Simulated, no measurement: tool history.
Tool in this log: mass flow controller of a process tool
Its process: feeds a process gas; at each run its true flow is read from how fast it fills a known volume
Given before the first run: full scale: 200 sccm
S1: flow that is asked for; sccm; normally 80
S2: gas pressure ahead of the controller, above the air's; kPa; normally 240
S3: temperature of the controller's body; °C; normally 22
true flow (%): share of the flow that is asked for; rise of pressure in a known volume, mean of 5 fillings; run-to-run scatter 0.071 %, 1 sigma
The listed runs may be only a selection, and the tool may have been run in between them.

{"run": 1, "hour": 0.0, "S1": 80, "S2": 240, "S3": 22, "true flow (%)": 99.68}
{"run": 2, "hour": 167.5, "S1": 80, "S2": 240, "S3": 22, "true flow (%)": 99.46}
{"run": 3, "hour": 517.7, "S1": 114, "S2": 240, "S3": 22, "true flow (%)": 99.58}
{"run": 4, "hour": 850.2, "S1": 114, "S2": 240, "S3": 22, "true flow (%)": 99.53}
{"run": 5, "hour": 1088.6, "S1": 151, "S2": 240, "S3": 22, "true flow (%)": 99.39}
{"run": 6, "hour": 1388.3, "S1": 151, "S2": 240, "S3": 22, "true flow (%)": 99.51}
{"run": 7, "hour": 1721.5, "S1": 151, "S2": 240, "S3": 22, "true flow (%)": 99.37}
{"run": 8, "hour": 2049.7, "S1": 151, "S2": 240, "S3": 22, "true flow (%)": 99.26}
{"run": 9, "hour": 2305.5, "S1": 151, "S2": 240, "S3": 22, "true flow (%)": 99.19}
{"run": 10, "hour": 2656.4, "S1": 151, "S2": 240, "S3": 22, "true flow (%)": 98.99}
{"run": 11, "hour": 2837.6, "S1": 80, "S2": 240, "S3": 24, "true flow (%)": 98.92}
{"run": 12, "hour": 3078.7, "S1": 80, "S2": 240, "S3": 24, "true flow (%)": 98.71}
{"run": 13, "hour": 3426.8, "S1": 38, "S2": 240, "S3": 22, "true flow (%)": 98.83}
{"run": 14, "hour": 3721.6, "S1": 38, "S2": 240, "S3": 22, "true flow (%)": 98.71}
{"run": 15, "hour": 3896.9, "S1": 38, "S2": 240, "S3": 22, "true flow (%)": 98.78}
{"run": 16, "hour": 4099.6, "S1": 80, "S2": 191, "S3": 22, "true flow (%)": 98.99}
{"run": 17, "hour": 4339.6, "S1": 80, "S2": 240, "S3": 22, "true flow (%)": 98.52}
{"run": 18, "hour": 4627.1, "S1": 80, "S2": 240, "S3": 22, "true flow (%)": 98.57}

Run 19 comes next. What will it give?
{"run": 19, "hour": 4815.0, "S1": 123, "S2": 164, "S3": 31, "true flow (%)": "?"}

true flow (%): 98.69
With no hidden state in the tool, this same run would have given true flow (%) 99.84.
